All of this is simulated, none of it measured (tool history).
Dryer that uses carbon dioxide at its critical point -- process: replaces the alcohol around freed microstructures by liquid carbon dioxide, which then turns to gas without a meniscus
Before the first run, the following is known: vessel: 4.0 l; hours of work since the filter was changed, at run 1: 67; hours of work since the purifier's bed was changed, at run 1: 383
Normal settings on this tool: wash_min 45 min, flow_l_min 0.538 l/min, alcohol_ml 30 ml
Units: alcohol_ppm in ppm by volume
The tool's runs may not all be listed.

| run | hour | wash_min | flow_l_min | alcohol_ml | hours of work since the filter was changed | hours of work since the purifier's bed was changed | alcohol_ppm |
|---|---|---|---|---|---|---|---|
| 1 | 0.0 | 45 | 0.538 | 30 | 67 | 383 | 154 |
| 2 | 38.6 | 45 | 0.538 | 23 | 88 | 405 | 143 |
| 3 | 60.4 | 45 | 0.538 | 23 | 100 | 417 | 150 |
| 4 | 92.4 | 45 | 0.538 | 30 | 118 | 434 | 172 |
| 5 | 127.4 | 45 | 0.538 | 30 | 137 | 454 | 183 |
| 6 | 160.6 | 45 | 0.538 | 30 | 156 | 472 | 182 |
| 7 | 185.8 | 36 | 0.538 | 30 | 170 | 486 | 314 |
| 8 | 217.1 | 36 | 0.538 | 30 | 187 | 503 | 328 |
| 9 | 244.8 | 45 | 0.686 | 30 | 202 | 518 | 132 |
| 10 | 280.8 | 45 | 0.686 | 30 | 222 | 538 | 146 |
| 11 | 318.7 | 45 | 0.686 | 30 | 243 | 559 | 144 |
| 12 | 342.3 | 45 | 0.538 | 33 | 256 | 572 | 222 |
| 13 | 383.1 | 45 | 0.538 | 33 | 278 | 594 | 225 |
| 14 | 414.5 | 45 | 0.538 | 33 | 296 | 612 | 251 |
| 15 | 451.1 | 45 | 0.538 | 33 | 316 | 632 | 243 |
| 16 | 485.6 | 45 | 0.390 | 30 | 335 | 651 | 483 |
| 17 | 525.3 | 45 | 0.390 | 30 | 357 | 673 | 517 |
| 18 | 575.2 | 45 | 0.390 | 30 | 384 | 700 | 517 |
| 19 | 599.8 | 50 | 0.390 | 30 | 398 | 714 | 419 |
| 20 | 642.2 | 59 | 0.349 | 30 | 421 | 737 | 385 |
|  | 684.2 | purifier's bed changed |
| 21 | 691.2 | 36 | 0.439 | 31 | 446 | 4 | 539 |
| 22 | 743.0 | 52 | 0.538 | 48 | 475 | 32 | 124 |
| 23 | 794.4 | 42 | 0.807 | 97 | 503 | 61 | 108 |
|  | 827.3 | inlet filter changed |
| 24 | 831.1 | 28 | 0.495 | 40 | 2 | 80 | 669 |
| 25 | 861.3 | 28 | 0.495 | 40 | 19 | 97 | 696 |
| 26 | 893.7 | 45 | 0.344 | 85 | 37 | 115 | 1106 |
| 27 | 920.6 | 45 | 0.344 | 85 | 51 | 130 | 1124 |
| 28 | 964.5 | 41 | 0.547 | 39 | 76 | 154 | 177 |
| 29 | 1002.6 | 63 | 0.591 | 33 | 97 | 175 | 58 |
| 30 | 1031.7 | 63 | 0.591 | 33 | 113 | 191 | 49 |
| 31 | 1071.1 | 52 | 0.489 | 65 | 134 | 213 | 188 |
| 32 | 1113.4 | 37 | 0.903 | 80 | 158 | 236 | 92 |
| 33 | 1149.8 | 37 | 0.903 | 80 | 178 | 256 | 104 |
| 34 | 1183.3 | 68 | 0.538 | 30 | 196 | 274 | 65 |
| 35 | 1224.3 | 40 | 0.911 | 117 | 219 | 297 | 110 |
| 36 | 1265.8 | 40 | 0.911 | 117 | 242 | 320 | 111 |

Hidden state or all else? Some run-to-run changes of alcohol_ppm, split into what the settings, what came in and random variation would give without the hidden state, and what is left for the hidden state (with any gauge scatter that isn't in both results):
Hidden state present: flow that reaches the vessel past the clogged filter, %; alcohol in the recycled carbon dioxide, ppm; drift of the gauge itself on alcohol_ppm, %.
Run 15 -> 16: flow_l_min 0.538 -> 0.390, alcohol_ml 33 -> 30. alcohol_ppm +240 ppm by volume: hidden state +64, all else +176.
Run 20 -> 21: wash_min 59 -> 36, flow_l_min 0.349 -> 0.439, alcohol_ml 30 -> 31, purifier's bed changed. alcohol_ppm +154 ppm by volume: hidden state -58, all else +212.
Run 21 -> 22: wash_min 36 -> 52, flow_l_min 0.439 -> 0.538, alcohol_ml 31 -> 48. alcohol_ppm -415 ppm by volume: hidden state -118, all else -297.
Run 23 -> 24: wash_min 42 -> 28, flow_l_min 0.807 -> 0.495, alcohol_ml 97 -> 40, inlet filter changed. alcohol_ppm +561 ppm by volume: hidden state -46, all else +607.
Run 27 -> 28: wash_min 45 -> 41, flow_l_min 0.344 -> 0.547, alcohol_ml 85 -> 39. alcohol_ppm -947 ppm by volume: hidden state -35, all else -912.
